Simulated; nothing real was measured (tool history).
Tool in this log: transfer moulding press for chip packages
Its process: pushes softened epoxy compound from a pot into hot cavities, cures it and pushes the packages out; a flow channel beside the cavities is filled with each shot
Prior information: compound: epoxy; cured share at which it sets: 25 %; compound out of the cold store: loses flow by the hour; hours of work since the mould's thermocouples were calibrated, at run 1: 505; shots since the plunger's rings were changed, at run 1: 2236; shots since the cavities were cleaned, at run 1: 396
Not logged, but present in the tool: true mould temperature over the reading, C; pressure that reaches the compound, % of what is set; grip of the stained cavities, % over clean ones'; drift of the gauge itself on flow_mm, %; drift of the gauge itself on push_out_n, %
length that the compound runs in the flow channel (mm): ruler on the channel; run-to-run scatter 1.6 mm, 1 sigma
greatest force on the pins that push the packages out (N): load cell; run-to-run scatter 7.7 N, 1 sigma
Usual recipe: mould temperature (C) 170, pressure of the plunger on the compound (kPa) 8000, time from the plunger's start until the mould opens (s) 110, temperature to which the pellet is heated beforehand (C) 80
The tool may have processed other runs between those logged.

| run | hour | mould temperature (C) | pressure of the plunger on the compound (kPa) | time from the plunger's start until the mould opens (s) | temperature to which the pellet is heated beforehand (C) | hours of work since the mould's thermocouples were calibrated | shots since the plunger's rings were changed | shots since the cavities were cleaned | incoming compound's hours out of the cold store | length that the compound runs in the flow channel (mm) | greatest force on the pins that push the packages out (N) |
|---|---|---|---|---|---|---|---|---|---|---|---|
| 1 | 0.0 | 170 | 8000 | 110 | 80 | 505 | 2236 | 396 | 47.8 | 813 | 396 |
|  | 19.1 | cavities cleaned with cleaning compound and waxed |
| 2 | 23.5 | 170 | 8000 | 110 | 75 | 521 | 2512 | 55 | 37.9 | 859 | 337 |
|  | 33.7 | plunger's sealing rings changed |
| 3 | 37.4 | 170 | 8000 | 110 | 75 | 529 | 47 | 198 | 39.4 | 864 | 356 |
| 4 | 52.6 | 170 | 8000 | 110 | 78 | 541 | 238 | 389 | 37.6 | 870 | 417 |
| 5 | 68.3 | 170 | 8000 | 110 | 80 | 552 | 435 | 586 | 34.3 | 885 | 421 |
|  | 72.5 | cavities cleaned with cleaning compound and waxed |
| 6 | 91.4 | 165 | 8000 | 110 | 80 | 568 | 707 | 238 | 24.9 | 954 | 478 |
| 7 | 102.3 | 165 | 8000 | 110 | 80 | 576 | 843 | 374 | 47.2 | 846 | 489 |
|  | 123.5 | cavities cleaned with cleaning compound and waxed |
| 8 | 127.3 | 170 | 8000 | 110 | 80 | 593 | 1139 | 49 | 25.9 | 921 | 332 |
| 9 | 153.3 | 170 | 8000 | 117 | 77 | 612 | 1465 | 375 | 22.2 | 938 | 381 |
|  | 174.6 | cavities cleaned with cleaning compound and waxed |
| 10 | 178.8 | 170 | 8000 | 117 | 77 | 630 | 1766 | 53 | 16.9 | 961 | 313 |
| 11 | 204.5 | 170 | 8000 | 117 | 77 | 649 | 2089 | 376 | 41.5 | 841 | 373 |
| 12 | 220.3 | 170 | 9220 | 118 | 77 | 660 | 2288 | 575 | 25.3 | 982 | 409 |
|  | 225.3 | cavities cleaned with cleaning compound and waxed |
| 13 | 234.5 | 177 | 8660 | 120 | 80 | 670 | 2447 | 116 | 24.7 | 926 | 316 |
| 14 | 245.3 | 177 | 8700 | 120 | 84 | 677 | 2583 | 252 | 27.1 | 911 | 355 |
|  | 249.5 | plunger's sealing rings changed |
| 15 | 262.6 | 177 | 7080 | 127 | 90 | 688 | 164 | 437 | 38.7 | 784 | 366 |
|  | 278.1 | mould's thermocouples calibrated |
|  | 280.9 | cavities cleaned with cleaning compound and waxed |
| 16 | 287.5 | 170 | 6520 | 137 | 80 | 6 | 433 | 82 | 44.2 | 758 | 320 |

What if the next run were any one of these 5? Each begins from the tool's condition after run 16:
| A | 312.2 | 170 | 6150 | 138 | 80 | 24 | 743 | 392 | 16.8 | ? | ? |
| B | 312.2 | 175 | 8000 | 110 | 86 | 24 | 743 | 392 | 14.8 | ? | ? |
| C | 312.2 | 167 | 8000 | 110 | 80 | 24 | 743 | 392 | 43.8 | ? | ? |
| D | 312.2 | 177 | 8000 | 106 | 87 | 24 | 743 | 392 | 37.9 | ? | ? |
| E | 312.2 | 170 | 8330 | 114 | 85 | 24 | 743 | 392 | 33.8 | ? | ? |

| run | length that the compound runs in the flow channel (mm) | greatest force on the pins that push the packages out (N) |
|---|---|---|
| A | 855 | 380 |
| B | 955 | 370 |
| C | 855 | 445 |
| D | 838 | 378 |
| E | 908 | 411 |
With no hidden state in the tool, these same runs would have given:
| run | length that the compound runs in the flow channel (mm) | greatest force on the pins that push the packages out (N) |
|---|---|---|
| A | 863 | 298 |
| B | 964 | 287 |
| C | 863 | 349 |
| D | 846 | 294 |
| E | 916 | 321 |
